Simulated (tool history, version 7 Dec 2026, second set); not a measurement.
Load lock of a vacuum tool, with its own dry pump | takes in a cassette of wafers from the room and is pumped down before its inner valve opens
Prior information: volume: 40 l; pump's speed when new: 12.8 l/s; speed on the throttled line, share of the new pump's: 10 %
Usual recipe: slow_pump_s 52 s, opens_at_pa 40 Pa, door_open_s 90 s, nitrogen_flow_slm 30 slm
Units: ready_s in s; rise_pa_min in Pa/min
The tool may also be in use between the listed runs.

run    hour  slow_pump_s  opens_at_pa  door_open_s  nitrogen_flow_slm  incoming humidity of the room's air, %  ready_s  rise_pa_min
  1     0.0           52           40           90                 30                                    42.9     71.7        0.073
  2   135.4           52           40           49                 30                                    44.0     72.7        0.077
  3   372.9           52           40           49                 30                                    46.9     71.7        0.073
  4   519.7           52           40           90                 30                                    43.4     72.0        0.078
  5   812.4          103           40           90                 30                                    42.8    118.0        0.085
  6  1026.6          103           40           90                 30                                    46.5    117.6        0.081
  7  1260.2          103           40           90                  5                                    45.3    118.3        0.118
  8  1450.6          103           40           90                  5                                    48.1    120.1        0.122
  9  1759.0           52           40          195                 30                                    47.4     72.5        0.101
 10  1912.5           52           40          195                 30                                    45.5     72.0        0.101
 11  2104.5           52           40           90                 41                                    46.0     73.0        0.082
 12  2284.0           52           47           90                 30                                    46.4     72.1        0.092
 13  2509.8           52           47           90                 30                                    45.5     72.8        0.095
 14  2760.6           52           40           90                 30                                    44.5     72.3        0.089
 15  3054.6           48           40           90                 30                                    46.2     69.6        0.099
 16  3222.5           48           40           90                 30                                    44.6     68.8        0.097
 17  3526.4           48           40           90                 30                                    43.5     69.6        0.101
 18  3728.4           48           40           90                 30                                    48.1     69.4        0.101
 19  3907.8           48           40           90                 30                                    47.5     70.0        0.108
 20  4157.6           52           40          216                 34                                    42.7     72.8        0.119
 21  4322.4           52           40          216                 34                                    48.8     73.0        0.124

The next listed run, before its measurement:
 22  4546.1           45           67           90                 30                                    42.3        ?            ?

Run 22 came out at ready_s 65.7 s, rise_pa_min 0.104 Pa/min.
On a tool with no hidden condition, and with the same random variation, this run would have come out at ready_s 64.2 s, rise_pa_min 0.024 Pa/min.

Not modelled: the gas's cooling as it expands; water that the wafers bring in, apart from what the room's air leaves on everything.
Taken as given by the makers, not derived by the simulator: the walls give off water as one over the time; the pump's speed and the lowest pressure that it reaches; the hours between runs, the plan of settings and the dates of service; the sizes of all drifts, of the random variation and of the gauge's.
